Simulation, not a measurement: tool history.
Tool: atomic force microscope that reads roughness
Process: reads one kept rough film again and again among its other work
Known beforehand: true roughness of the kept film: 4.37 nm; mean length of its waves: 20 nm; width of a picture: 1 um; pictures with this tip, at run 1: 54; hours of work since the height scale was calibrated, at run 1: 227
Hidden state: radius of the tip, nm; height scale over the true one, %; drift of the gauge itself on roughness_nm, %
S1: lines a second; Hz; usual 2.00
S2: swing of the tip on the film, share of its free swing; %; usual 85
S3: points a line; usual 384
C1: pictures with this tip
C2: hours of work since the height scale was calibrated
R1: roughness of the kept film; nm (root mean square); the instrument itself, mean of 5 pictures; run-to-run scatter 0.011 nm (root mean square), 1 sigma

run	hour	S1	S2	S3	C1	C2	R1
1	0.0	2.00	85	384	54	227	1.934
2	17.1	2.00	85	384	68	235	1.797
3	35.4	2.00	85	384	84	243	1.651
4	47.5	2.00	85	384	94	249	1.603
5	57.0	2.00	69	384	102	253	1.664
6	67.0	2.00	85	384	110	258	1.493
# hour 69.1: height scale calibrated on a step standard
7	76.3	2.00	85	384	117	3	1.442
# hour 83.9: new tip fitted
8	87.8	2.00	85	384	3	8	2.443
9	96.5	0.65	85	384	11	12	2.560
10	113.3	2.81	71	384	25	20	2.214
11	127.5	2.83	85	976	37	27	1.904
12	135.9	2.83	85	976	44	31	1.834
# hour 139.5: height scale calibrated on a step standard, once more
13	152.0	2.83	85	976	57	6	1.726
14	161.0	2.83	85	976	64	10	1.662
15	175.1	1.43	58	518	76	16	1.902

4 ways to go on from here, each from the tool as it stands after run 15. What would each give?
A	183.9	3.02	58	518	83	21	?
B	183.9	0.63	85	384	83	21	?
C	183.9	2.00	59	271	83	21	?
D	183.9	2.46	89	384	83	21	?

run	R1
A	1.785
B	1.771
C	1.758
D	1.494
Without the tool's hidden state the same runs would have given:
run	R1
A	2.870
B	2.844
C	2.827
D	2.401
